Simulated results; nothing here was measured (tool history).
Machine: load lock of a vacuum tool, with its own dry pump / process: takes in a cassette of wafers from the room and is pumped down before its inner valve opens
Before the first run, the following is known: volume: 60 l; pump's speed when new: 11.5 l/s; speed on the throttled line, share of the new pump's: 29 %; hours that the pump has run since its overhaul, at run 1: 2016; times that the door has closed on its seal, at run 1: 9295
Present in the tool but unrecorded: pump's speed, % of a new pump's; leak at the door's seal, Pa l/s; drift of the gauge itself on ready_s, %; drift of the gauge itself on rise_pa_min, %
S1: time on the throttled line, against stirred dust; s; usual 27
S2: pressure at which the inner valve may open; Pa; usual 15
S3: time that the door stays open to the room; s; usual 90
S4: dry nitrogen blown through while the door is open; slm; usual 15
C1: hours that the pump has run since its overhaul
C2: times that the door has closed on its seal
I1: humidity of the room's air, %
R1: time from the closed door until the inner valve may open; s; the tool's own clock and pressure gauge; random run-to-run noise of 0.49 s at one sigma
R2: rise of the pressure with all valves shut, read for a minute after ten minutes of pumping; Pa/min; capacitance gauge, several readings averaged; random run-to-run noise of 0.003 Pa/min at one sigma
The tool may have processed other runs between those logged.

run 1 hour=0 | S1=27 S2=15 S3=90 S4=15 | C1=2016 C2=9295 | I1=45.7 | R1=65.5 R2=0.146
run 2 hour=146.4 | S1=27 S2=15 S3=90 S4=15 | C1=2162 C2=9929 | I1=47.6 | R1=64.7 R2=0.157
run 3 hour=275.2 | S1=27 S2=15 S3=90 S4=15 | C1=2291 C2=10487 | I1=44.4 | R1=65.8 R2=0.156
run 4 hour=396.5 | S1=14 S2=15 S3=90 S4=15 | C1=2412 C2=11012 | I1=45 | R1=56.6 R2=0.171
run 5 hour=529.9 | S1=14 S2=15 S3=223 S4=15 | C1=2546 C2=11590 | I1=45 | R1=57.1 R2=0.206
run 6 hour=616.3 | S1=14 S2=15 S3=223 S4=15 | C1=2632 C2=11964 | I1=47.2 | R1=55.8 R2=0.216
run 7 hour=745.9 | S1=27 S2=15 S3=90 S4=10 | C1=2762 C2=12525 | I1=46.3 | R1=66.2 R2=0.2
run 8 hour=875.5 | S1=24 S2=10 S3=35 S4=9 | C1=2891 C2=13086 | I1=44.1 | R1=64.8 R2=0.194
run 9 hour=1005.8 | S1=42 S2=15 S3=90 S4=15 | C1=3022 C2=13650 | I1=43.2 | R1=76 R2=0.213
run 10 hour=1072.9 | S1=18 S2=12 S3=75 S4=32 | C1=3089 C2=13941 | I1=45 | R1=61.7 R2=0.197

Branching from run 10: 3 alternative next runs. What would each branch give?
run A hour=1169.3 | S1=38 S2=24 S3=75 S4=28 | C1=3185 C2=14358 | I1=42.8 | R1=? R2=?
run B hour=1169.3 | S1=35 S2=15 S3=109 S4=15 | C1=3185 C2=14358 | I1=42.8 | R1=? R2=?
run C hour=1169.3 | S1=32 S2=26 S3=71 S4=32 | C1=3185 C2=14358 | I1=45.7 | R1=? R2=?

run=A R1=71 R2=0.208
run=B R1=71.8 R2=0.23
run=C R1=67.1 R2=0.207
Stripped of hidden state, with their random variation kept, the same runs would have yielded:
run=A R1=70.4 R2=0.032
run=B R1=71.2 R2=0.056
run=C R1=66.5 R2=0.032

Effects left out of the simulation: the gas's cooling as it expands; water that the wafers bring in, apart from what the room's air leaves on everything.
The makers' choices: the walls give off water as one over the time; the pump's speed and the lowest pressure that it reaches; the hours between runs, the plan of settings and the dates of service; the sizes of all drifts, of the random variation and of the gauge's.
